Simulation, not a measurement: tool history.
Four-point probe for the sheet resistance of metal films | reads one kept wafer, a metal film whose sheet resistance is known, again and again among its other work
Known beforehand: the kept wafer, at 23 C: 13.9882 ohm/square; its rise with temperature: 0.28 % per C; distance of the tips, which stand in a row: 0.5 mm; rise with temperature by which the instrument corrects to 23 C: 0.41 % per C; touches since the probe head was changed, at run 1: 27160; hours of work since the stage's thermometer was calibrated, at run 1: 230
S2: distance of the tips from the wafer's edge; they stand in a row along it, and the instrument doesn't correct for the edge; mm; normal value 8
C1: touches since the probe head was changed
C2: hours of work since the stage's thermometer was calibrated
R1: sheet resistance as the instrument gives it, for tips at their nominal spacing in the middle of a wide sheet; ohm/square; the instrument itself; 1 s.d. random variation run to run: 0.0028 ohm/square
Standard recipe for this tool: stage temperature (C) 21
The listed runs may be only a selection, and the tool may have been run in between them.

Run 1, hour 0: usual settings; C1 27160; C2 230. Result: R1 14.0411 ohm/square.
Run 2, hour 45.1: usual settings; C1 28512; C2 265. Result: R1 14.047022 ohm/square.
Run 3, hour 78.1: usual settings but stage temperature (C) 25; C1 29501; C2 290. Result: R1 13.971984 ohm/square.
Run 4, hour 126.1: usual settings but stage temperature (C) 25; C1 30941; C2 327. Result: R1 13.972317 ohm/square.
Run 5, hour 161.5: usual settings but stage temperature (C) 25; C1 32002; C2 355. Result: R1 13.975572 ohm/square.
Run 6, hour 187.3: usual settings but stage temperature (C) 25; C1 32776; C2 374. Result: R1 13.975083 ohm/square.
Run 7, hour 226.2: usual settings but stage temperature (C) 25; C1 33942; C2 404. Result: R1 13.983263 ohm/square.
Run 8, hour 248.1: usual settings but stage temperature (C) 25; C1 34598; C2 421. Result: R1 13.979642 ohm/square.
Run 9, hour 285.9: usual settings but S2 5 mm; C1 35732; C2 450. Result: R1 14.09666 ohm/square.
Run 10, hour 318.6: usual settings but S2 40 mm; C1 36712; C2 475. Result: R1 14.024406 ohm/square.
Run 11, hour 354.5: usual settings but S2 40 mm; C1 37787; C2 503. Result: R1 14.027979 ohm/square.
Run 12, hour 388.9: usual settings; C1 38818; C2 530. Result: R1 14.056011 ohm/square.
Run 13, hour 423.2: usual settings; C1 39847; C2 556. Result: R1 14.056324 ohm/square.
Run 14, hour 458.8: usual settings but stage temperature (C) 20, S2 12 mm; C1 40913; C2 583. Result: R1 14.065014 ohm/square.
Run 15, hour 487.7: usual settings but stage temperature (C) 20, S2 3 mm; C1 41781; C2 606. Result: R1 14.262022 ohm/square.
Run 16, hour 522.8: usual settings but stage temperature (C) 26, S2 3 mm; C1 42834; C2 633. Result: R1 14.153338 ohm/square.
Run 17, hour 569: usual settings but stage temperature (C) 31, S2 3 mm; C1 44217; C2 668. Result: R1 14.062649 ohm/square.
At hour 571.9: stage's thermometer calibrated.
Run 18, hour 604: usual settings but stage temperature (C) 31, S2 3 mm; C1 45251; C2 25. Result: R1 14.070048 ohm/square.
Run 19, hour 638.4: usual settings but stage temperature (C) 31, S2 4 mm; C1 46283; C2 51. Result: R1 13.979787 ohm/square.
At hour 671.8: stage's thermometer calibrated, once more.
Run 20, hour 678.1: usual settings but stage temperature (C) 31, S2 4 mm; C1 47458; C2 5. Result: R1 13.969629 ohm/square.
Run 21, hour 722.4: usual settings but stage temperature (C) 31, S2 4 mm; C1 48787; C2 39. Result: R1 13.971469 ohm/square.
Run 22, hour 754.2: usual settings but stage temperature (C) 35, S2 24 mm; C1 49740; C2 63. Result: R1 13.792692 ohm/square.
Run 23, hour 793.1: usual settings but stage temperature (C) 35, S2 24 mm; C1 50905; C2 93. Result: R1 13.790481 ohm/square.
Run 24, hour 822.2: usual settings but stage temperature (C) 35, S2 11 mm; C1 51779; C2 116. Result: R1 13.815312 ohm/square.
Run 25, hour 844.9: usual settings but stage temperature (C) 19, S2 35 mm; C1 52459; C2 133. Result: R1 14.074355 ohm/square.

Here are 5 independent what-if runs from the current tool condition. What would each one return?
Run A, hour 888: usual settings but stage temperature (C) 33, S2 69 mm; C1 53750; C2 166. Result: R1 ?.
Run B, hour 888: usual settings but stage temperature (C) 24, S2 12 mm; C1 53750; C2 166. Result: R1 ?.
Run C, hour 888: usual settings but stage temperature (C) 24, S2 22 mm; C1 53750; C2 166. Result: R1 ?.
Run D, hour 888: usual settings but stage temperature (C) 19, S2 22 mm; C1 53750; C2 166. Result: R1 ?.
Run E, hour 888: usual settings but stage temperature (C) 28, S2 35 mm; C1 53750; C2 166. Result: R1 ?.

run         R1
  A  13.828367
  B  13.997435
  C  13.985862
  D   14.07634
  E  13.914429
Had the tool no hidden state, the same runs would have come out as:
run         R1
  A  13.814134
  B  13.982918
  C  13.971356
  D  14.061676
  E  13.900047
